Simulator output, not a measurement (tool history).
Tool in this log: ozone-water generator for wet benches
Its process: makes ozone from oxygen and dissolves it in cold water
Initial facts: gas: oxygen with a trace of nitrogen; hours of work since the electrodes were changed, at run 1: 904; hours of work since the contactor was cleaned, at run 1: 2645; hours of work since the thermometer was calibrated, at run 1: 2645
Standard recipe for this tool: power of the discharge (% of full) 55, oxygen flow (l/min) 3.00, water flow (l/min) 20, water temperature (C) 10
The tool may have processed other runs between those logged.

run	hour	power of the discharge (% of full)	oxygen flow (l/min)	water flow (l/min)	water temperature (C)	hours of work since the electrodes were changed	hours of work since the contactor was cleaned	hours of work since the thermometer was calibrated	dissolved ozone (ppm)	ozone in the gas ahead of the water (g/m3)
1	0.0	55	3.00	20	10	904	2645	2645	13.3	151.0
2	28.9	55	3.00	20	10	927	2669	2669	13.3	151.7
3	60.5	55	3.00	20	10	953	2694	2694	13.3	151.4
4	97.2	55	3.00	20	10	983	2724	2724	13.1	151.6
5	115.3	55	3.00	20	10	998	2739	2739	13.4	152.3
6	158.1	55	3.00	20	10	1032	2774	2774	13.2	150.8
7	177.4	55	3.00	20	10	1048	2790	2790	13.2	151.2
# hour 180.9: water thermometer calibrated
8	202.5	55	3.00	20	10	1068	2810	18	13.2	152.2
9	234.3	55	3.00	20	10	1094	2836	44	13.1	151.4
# hour 245.0: water thermometer calibrated, once more
10	265.9	55	4.42	20	15	1119	2861	17	14.4	133.3
11	295.5	55	4.42	20	15	1144	2885	41	14.4	133.2
12	323.8	55	3.00	20	7	1167	2908	64	13.5	150.8
13	350.2	95	3.06	14	7	1188	2930	86	28.3	220.6
14	389.6	95	3.06	14	7	1220	2962	118	28.5	220.3
15	408.1	95	2.37	14	7	1235	2977	133	25.9	237.4
16	427.9	65	3.72	14	7	1251	2993	149	23.2	157.8
17	464.9	58	3.72	22	7	1281	3023	179	14.1	145.4
18	505.5	55	4.29	13	10	1315	3056	212	21.4	132.0

For each entry between runs, how does the tool's hidden state at the last listed run before it compare with that at the first listed run after it?
Runs 7 to 8: water thermometer calibrated (hour 180.9)
  true water temperature over the reading, C: 0.29 -> 0.32
  difference, measured minus the result without the unlogged condition, dissolved ozone (ppm): -0.6 -> -0.6; ozone in the gas ahead of the water (g/m3): -2.6 -> -2.6
Runs 9 to 10: water thermometer calibrated, once more (hour 245.0)
  yield of the discharge, % of new electrodes': 97.9 -> 97.8; true water temperature over the reading, C: 0.32 -> 0.03
  difference, measured minus the result without the unlogged condition, dissolved ozone (ppm): -0.6 -> -0.7; ozone in the gas ahead of the water (g/m3): -2.7 -> -2.4

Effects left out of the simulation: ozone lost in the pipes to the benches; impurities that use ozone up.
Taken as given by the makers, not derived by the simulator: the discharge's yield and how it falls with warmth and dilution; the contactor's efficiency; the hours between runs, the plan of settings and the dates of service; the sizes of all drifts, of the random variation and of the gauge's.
